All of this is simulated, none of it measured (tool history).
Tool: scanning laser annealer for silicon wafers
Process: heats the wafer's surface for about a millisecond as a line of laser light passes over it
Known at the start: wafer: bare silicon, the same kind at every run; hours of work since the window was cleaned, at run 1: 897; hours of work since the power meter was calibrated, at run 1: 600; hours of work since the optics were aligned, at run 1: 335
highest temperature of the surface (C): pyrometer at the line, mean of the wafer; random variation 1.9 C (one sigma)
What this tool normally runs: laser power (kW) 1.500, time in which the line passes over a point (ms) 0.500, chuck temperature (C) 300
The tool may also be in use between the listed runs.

| run | hour | laser power (kW) | time in which the line passes over a point (ms) | chuck temperature (C) | hours of work since the window was cleaned | hours of work since the power meter was calibrated | hours of work since the optics were aligned | highest temperature of the surface (C) |
|---|---|---|---|---|---|---|---|---|
| 1 | 0.0 | 1.500 | 0.500 | 300 | 897 | 600 | 335 | 1087 |
| 2 | 53.2 | 1.500 | 0.561 | 300 | 920 | 624 | 358 | 1140 |
| 3 | 97.5 | 1.374 | 0.561 | 300 | 940 | 643 | 377 | 1049 |
|  | 159.8 | window over the wafer cleaned |
| 4 | 161.8 | 1.500 | 0.537 | 300 | 1 | 670 | 404 | 1142 |
| 5 | 193.8 | 1.500 | 0.537 | 300 | 15 | 684 | 418 | 1139 |
| 6 | 240.7 | 1.500 | 0.537 | 300 | 35 | 705 | 439 | 1138 |
| 7 | 303.9 | 1.500 | 0.500 | 295 | 63 | 732 | 466 | 1098 |
| 8 | 341.5 | 1.500 | 0.500 | 295 | 79 | 749 | 483 | 1097 |
| 9 | 395.9 | 1.500 | 0.500 | 295 | 103 | 772 | 507 | 1094 |
| 10 | 425.9 | 1.484 | 0.358 | 295 | 116 | 786 | 520 | 946 |
| 11 | 479.9 | 1.347 | 0.527 | 269 | 140 | 809 | 543 | 985 |
| 12 | 543.5 | 1.416 | 0.557 | 269 | 168 | 837 | 571 | 1061 |
| 13 | 606.1 | 1.499 | 0.500 | 315 | 195 | 864 | 598 | 1113 |

Some steps in highest temperature of the surface (C), run to run, broken into two amounts with sign: the step expected even without the hidden condition (settings, incoming material, random variation), and the rest, left for the hidden condition together with whatever gauge scatter is not in both the measured and the hidden-condition-free result:
Unlogged tool condition in this case: light that passes the window, % of a clean one's; laser's true power over the reading, %; width of the line over the set one, %; drift of the gauge itself on peak_c, C.
Run 3 -> 4: laser power (kW) 1.374 -> 1.500, time in which the line passes over a point (ms) 0.561 -> 0.537, window over the wafer cleaned. highest temperature of the surface (C) +93: hidden state +18, all else +75.
Run 9 -> 10: laser power (kW) 1.500 -> 1.484, time in which the line passes over a point (ms) 0.500 -> 0.358. highest temperature of the surface (C) -148: hidden state +4, all else -152.
